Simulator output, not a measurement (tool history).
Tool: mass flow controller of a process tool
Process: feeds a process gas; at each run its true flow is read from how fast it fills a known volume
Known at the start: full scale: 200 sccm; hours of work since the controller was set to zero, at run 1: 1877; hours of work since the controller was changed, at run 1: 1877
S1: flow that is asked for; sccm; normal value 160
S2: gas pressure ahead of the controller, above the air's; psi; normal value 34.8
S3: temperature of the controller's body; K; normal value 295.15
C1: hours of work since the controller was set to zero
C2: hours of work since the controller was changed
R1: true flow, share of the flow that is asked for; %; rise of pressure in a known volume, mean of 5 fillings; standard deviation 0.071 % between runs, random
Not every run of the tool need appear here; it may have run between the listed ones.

run	hour	S1	S2	S3	C1	C2	R1
1	0	160	34.8	295.15	1877	1877	99.16
2	75.7	160	34.8	295.15	1912	1912	99.13
3	238.7	160	25.1	295.15	1987	1987	99.43
4	360.3	53	34.8	295.15	2042	2042	98.16
5	501.4	53	34.8	295.15	2107	2107	98.12
6	609.2	53	34.8	295.15	2156	2156	98.07
7	769.7	160	30.6	295.15	2230	2230	99.18
8	903.8	160	34.8	295.15	2291	2291	99.03
9	1052.9	160	34.8	295.15	2360	2360	99.02
10	1205.6	160	34.8	295.15	2430	2430	99.03
11	1364.4	62	34.8	295.15	2502	2502	97.94
12	1505.9	62	34.8	295.15	2567	2567	98.1
# hour 1516.6: controller's zero set anew
13	1654.2	62	34.8	295.15	63	2635	98.31
14	1800.2	62	34.8	295.15	130	2702	98.18
15	1897.2	71	37.7	295.15	174	2746	98.09
16	2023.3	71	37.7	295.15	232	2804	98.08
17	2177.4	160	26.4	300.15	303	2875	98.56
# hour 2282.9: controller's zero set anew, once more
18	2314.8	63	32.3	302.15	15	2937	96.93
19	2448.9	63	32.3	302.15	76	2999	96.8
20	2532.4	63	32.3	302.15	114	3037	96.8
21	2619.3	91	36	299.15	154	3077	97.3
22	2705.2	39	34.8	295.15	193	3116	97.49

What would each run have given without the hidden state, its run-to-run variation left as it was?
The hidden state here: flow at rest that the sensor doesn't see, % of full scale; true flow over the shown one, %; drift of the gauge itself on true_pct, %.
run	R1
1	99.67
2	99.64
3	99.97
4	98.36
5	98.32
6	98.28
7	99.78
8	99.64
9	99.65
10	99.68
11	98.3
12	98.47
13	98.49
14	98.37
15	98.38
16	98.39
17	99.25
18	97.78
19	97.65
20	97.67
21	98.24
22	98.26
